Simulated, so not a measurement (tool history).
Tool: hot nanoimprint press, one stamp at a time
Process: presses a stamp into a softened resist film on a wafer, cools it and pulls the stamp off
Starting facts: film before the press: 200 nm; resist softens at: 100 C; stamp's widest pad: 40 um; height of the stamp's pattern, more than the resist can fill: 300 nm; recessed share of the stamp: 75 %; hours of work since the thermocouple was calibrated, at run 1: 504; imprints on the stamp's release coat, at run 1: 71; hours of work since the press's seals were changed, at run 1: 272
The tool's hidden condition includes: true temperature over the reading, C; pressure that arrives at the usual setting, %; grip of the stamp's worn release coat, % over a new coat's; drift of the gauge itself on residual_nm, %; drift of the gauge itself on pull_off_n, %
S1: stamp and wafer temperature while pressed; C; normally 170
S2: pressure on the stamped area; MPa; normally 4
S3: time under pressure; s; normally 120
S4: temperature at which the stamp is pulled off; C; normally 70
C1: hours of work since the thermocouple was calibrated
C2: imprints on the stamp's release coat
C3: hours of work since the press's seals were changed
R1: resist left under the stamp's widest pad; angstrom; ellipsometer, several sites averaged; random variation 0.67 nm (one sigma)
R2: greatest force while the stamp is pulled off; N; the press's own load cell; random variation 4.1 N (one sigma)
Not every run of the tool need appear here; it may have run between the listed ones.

run	hour	S1	S2	S3	S4	C1	C2	C3	R1	R2
1	0	170	4	120	70	504	71	272	745	204
2	9.7	170	4	120	70	510	92	278	738	198
3	28.6	170	4	120	70	522	135	289	738	195
4	38.6	170	4	120	70	528	157	295	742	199
5	49.6	170	4	120	70	534	181	302	746	192
6	61.4	170	4	120	70	542	208	309	737	198
7	75	170	4	120	70	550	238	317	737	205
8	87.2	170	4	138	70	557	265	325	697	201
# hour 106: plate thermocouple calibrated
9	108.1	170	4	138	70	1	305	336	691	202
10	122.7	170	4	138	70	10	338	344	707	200
11	134.2	170	4	120	70	17	364	351	736	207
12	152.2	170	4	120	57	28	404	362	734	263
13	171.3	170	4	120	57	40	446	374	731	259
14	190	162	4.42	120	70	51	488	385	1087	203
15	208.4	162	4.42	120	70	62	529	396	1091	199
16	221	166	4.42	93	63	70	557	404	975	231
17	238.8	177	4	120	70	80	597	415	498	202
18	251.4	162	4	120	61	88	626	422	1132	253
19	262.8	162	4	120	61	95	651	429	1123	246
20	279.1	162	4	120	61	105	687	439	1133	243
21	297.4	170	4	155	70	116	728	450	668	207
22	313.5	170	4	120	59	126	764	460	744	254
23	328.9	170	5.68	120	56	135	799	469	632	277
24	344.4	170	4	198	71	144	833	479	597	190

What if the next run were any one of these 5? Each begins from the tool's condition after run 24:
A	356.3	166	4	198	71	152	860	486	?	?
B	356.3	160	6.03	198	71	152	860	486	?	?
C	356.3	179	4	120	71	152	860	486	?	?
D	356.3	175	4	94	70	152	860	486	?	?
E	356.3	163	5.24	198	78	152	860	486	?	?

run	R1	R2
A	758	193
B	888	195
C	450	202
D	623	201
E	793	157
Without the tool's hidden state the same runs would have given:
run	R1	R2
A	757	192
B	886	194
C	449	201
D	622	200
E	791	156
